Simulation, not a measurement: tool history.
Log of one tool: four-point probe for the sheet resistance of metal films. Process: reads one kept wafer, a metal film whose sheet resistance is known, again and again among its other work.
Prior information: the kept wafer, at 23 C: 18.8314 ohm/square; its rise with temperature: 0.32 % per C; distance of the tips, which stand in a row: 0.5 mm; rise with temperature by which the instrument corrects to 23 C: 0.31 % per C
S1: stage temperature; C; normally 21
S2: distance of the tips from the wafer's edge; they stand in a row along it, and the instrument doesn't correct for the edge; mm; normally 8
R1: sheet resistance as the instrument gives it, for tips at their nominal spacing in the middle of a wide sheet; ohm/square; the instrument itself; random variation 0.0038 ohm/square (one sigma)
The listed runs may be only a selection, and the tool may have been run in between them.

{"run": 1, "hour": 0.0, "S1": 21, "S2": 8, "R1": 18.958628}
{"run": 2, "hour": 17.5, "S1": 21, "S2": 8, "R1": 18.949022}
{"run": 3, "hour": 29.2, "S1": 21, "S2": 8, "R1": 18.950894}
{"run": 4, "hour": 41.3, "S1": 21, "S2": 5, "R1": 19.01215}
{"run": 5, "hour": 63.0, "S1": 21, "S2": 5, "R1": 19.010685}
{"run": 6, "hour": 73.4, "S1": 21, "S2": 8, "R1": 18.959808}
{"run": 7, "hour": 91.5, "S1": 24, "S2": 8, "R1": 18.960618}
{"run": 8, "hour": 102.6, "S1": 24, "S2": 8, "R1": 18.954045}
{"run": 9, "hour": 113.8, "S1": 24, "S2": 8, "R1": 18.957542}
{"run": 10, "hour": 134.3, "S1": 24, "S2": 8, "R1": 18.952546}
{"run": 11, "hour": 154.0, "S1": 27, "S2": 8, "R1": 18.970934}
{"run": 12, "hour": 173.9, "S1": 27, "S2": 8, "R1": 18.960114}
{"run": 13, "hour": 193.1, "S1": 27, "S2": 8, "R1": 18.961416}
{"run": 14, "hour": 212.4, "S1": 27, "S2": 8, "R1": 18.971615}
{"run": 15, "hour": 223.7, "S1": 19, "S2": 8, "R1": 18.950911}
{"run": 16, "hour": 232.8, "S1": 19, "S2": 3, "R1": 19.182089}
{"run": 17, "hour": 249.4, "S1": 21, "S2": 18, "R1": 18.92016}

Run 18, settings as shown, results not yet in. Your forecast:
{"run": 18, "hour": 264.4, "S1": 25, "S2": 58, "R1": "?"}

R1: 18.919976 ohm/square
Minus the tool's unlogged condition, the same run would have read R1 18.832845 ohm/square.
